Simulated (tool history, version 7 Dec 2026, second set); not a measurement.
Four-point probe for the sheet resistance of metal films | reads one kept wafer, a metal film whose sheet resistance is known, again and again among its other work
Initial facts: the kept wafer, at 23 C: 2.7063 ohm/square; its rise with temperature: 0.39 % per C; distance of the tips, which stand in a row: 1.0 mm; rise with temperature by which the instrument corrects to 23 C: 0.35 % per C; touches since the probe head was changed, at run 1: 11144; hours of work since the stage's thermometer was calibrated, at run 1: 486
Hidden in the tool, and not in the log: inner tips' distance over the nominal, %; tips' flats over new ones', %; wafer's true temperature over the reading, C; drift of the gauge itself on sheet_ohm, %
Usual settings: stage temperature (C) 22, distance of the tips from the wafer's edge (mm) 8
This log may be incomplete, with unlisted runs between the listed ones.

| run | day | stage temperature (C) | distance of the tips from the wafer's edge (mm) | touches since the probe head was changed | hours of work since the stage's thermometer was calibrated | sheet resistance as the instrument gives it (ohm/square) |
|---|---|---|---|---|---|---|
| 1 | 0.000 | 22 | 8 | 11144 | 486 | 2.728175 |
| 2 | 2.096 | 22 | 8 | 12626 | 517 | 2.728311 |
| 3 | 4.354 | 24 | 8 | 14225 | 550 | 2.730555 |
| 4 | 5.938 | 22 | 9 | 15345 | 574 | 2.722532 |
| 5 | 8.025 | 22 | 9 | 16823 | 605 | 2.723290 |
| 6 | 10.117 | 22 | 9 | 18304 | 636 | 2.722850 |
| 7 | 12.342 | 22 | 66 | 19877 | 669 | 2.705648 |
| 8 | 14.558 | 22 | 8 | 21448 | 702 | 2.728214 |
| 9 | 15.904 | 22 | 8 | 22399 | 722 | 2.728369 |
| 10 | 17.600 | 19 | 8 | 23600 | 747 | 2.724174 |
| 11 | 18.833 | 22 | 33 | 24473 | 765 | 2.706249 |
| 12 | 19.921 | 28 | 12 | 25243 | 781 | 2.722278 |
| 13 | 22.238 | 23 | 22 | 26882 | 816 | 2.710252 |
| 14 | 23.258 | 23 | 22 | 27605 | 831 | 2.709610 |
| 15 | 25.292 | 18 | 19 | 29043 | 861 | 2.704566 |
| 16 | 27.675 | 18 | 19 | 30730 | 896 | 2.705003 |
| 17 | 29.788 | 18 | 19 | 32224 | 928 | 2.705202 |
| 18 | 30.758 | 29 | 21 | 32912 | 942 | 2.716707 |
| 19 | 32.512 | 29 | 21 | 34154 | 968 | 2.716460 |

4 options for the next run, each taken on its own from the tool as it stands now. Forecast them:
| A | 34.567 | 22 | 12 | 35607 | 999 | ? |
| B | 34.567 | 30 | 13 | 35607 | 999 | ? |
| C | 34.567 | 22 | 57 | 35607 | 999 | ? |
| D | 34.567 | 24 | 13 | 35607 | 999 | ? |

| run | sheet resistance as the instrument gives it (ohm/square) |
|---|---|
| A | 2.715975 |
| B | 2.722718 |
| C | 2.706303 |
| D | 2.715071 |
Stripped of hidden state, with their random variation kept, the same runs would have yielded:
| run | sheet resistance as the instrument gives it (ohm/square) |
|---|---|
| A | 2.715888 |
| B | 2.722631 |
| C | 2.706216 |
| D | 2.714985 |
